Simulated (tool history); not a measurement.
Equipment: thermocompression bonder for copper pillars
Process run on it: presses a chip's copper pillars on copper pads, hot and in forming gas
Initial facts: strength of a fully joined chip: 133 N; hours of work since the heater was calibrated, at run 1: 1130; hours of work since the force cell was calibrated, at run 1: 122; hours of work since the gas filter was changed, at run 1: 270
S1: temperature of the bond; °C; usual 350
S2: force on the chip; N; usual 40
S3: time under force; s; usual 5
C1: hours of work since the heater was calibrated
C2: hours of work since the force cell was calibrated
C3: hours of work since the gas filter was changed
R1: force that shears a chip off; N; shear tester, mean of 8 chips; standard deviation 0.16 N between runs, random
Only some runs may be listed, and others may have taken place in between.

run,hour,S1,S2,S3,C1,C2,C3,R1
1,0.0,350,40,5,1130,122,270,48.7
2,59.1,350,40,5,1175,167,315,48.2
# hour 81.8: forming gas filter changed
3,118.6,350,40,5,1220,212,28,51.8
4,145.5,350,40,5,1241,233,49,51.5
5,174.1,350,40,5,1263,255,71,51.7
# hour 221.3: heater calibrated with a thermocouple chip
6,221.3,350,40,5,0,289,105,46.5
7,253.7,350,32,5,25,314,130,40.2
8,307.7,340,40,5,66,356,172,42.2
9,345.6,340,40,5,95,385,201,41.8
10,399.9,340,40,5,137,426,242,41.3
11,449.1,340,40,5,175,464,280,41.0
12,487.3,350,40,6,204,493,309,48.0
# hour 519.3: forming gas filter changed
13,527.3,350,57,5,234,524,6,59.8
14,588.0,350,40,5,281,570,53,47.8
15,641.6,350,40,8,322,611,94,56.7
16,697.5,350,40,8,365,654,137,56.3
17,724.0,350,40,8,385,674,157,56.1
18,767.7,350,40,8,419,708,190,55.2
19,799.9,350,40,8,443,733,215,55.0
20,831.5,350,40,5,467,757,239,45.6
21,887.9,350,40,5,511,800,283,45.4
22,913.8,350,40,5,530,820,302,45.0
# hour 955.9: forming gas filter changed
23,961.9,350,40,5,567,856,5,49.0
24,1011.0,341,28,5,605,894,42,34.9
25,1049.2,352,49,9,634,923,72,68.7
26,1086.3,323,54,5,662,952,100,45.1
27,1134.3,335,54,5,699,988,137,50.3
28,1169.9,335,54,5,726,1016,164,50.0
29,1225.6,333,36,3,769,1058,207,30.2
30,1274.3,350,46,5,806,1096,244,50.6
31,1312.1,332,40,3,835,1125,273,31.5
# hour 1330.6: force cell calibrated
32,1343.9,339,40,5,859,10,296,42.4
# hour 1395.3: forming gas filter changed
33,1403.8,324,28,5,904,56,7,30.9
34,1456.7,325,38,3,945,96,47,30.7
35,1488.1,366,41,7,969,120,71,65.6
36,1539.6,342,59,7,1008,160,111,66.2
37,1585.0,364,40,7,1043,195,145,62.5
38,1626.5,364,41,7,1075,226,177,62.6
39,1676.9,370,40,5,1114,265,216,56.8
40,1732.2,347,28,8,1156,307,258,44.6

4 ways to go on from here, each from the tool as it stands after run 40. What would each give?
A,1784.3,350,40,7,1196,347,298,?
B,1784.3,343,41,5,1196,347,298,?
C,1784.3,350,26,7,1196,347,298,?
D,1784.3,379,44,8,1196,347,298,?

run,R1
A,53.8
B,45.0
C,41.1
D,73.3
With no hidden state in the tool, these same runs would have given:
run,R1
A,55.3
B,46.1
C,42.1
D,76.5
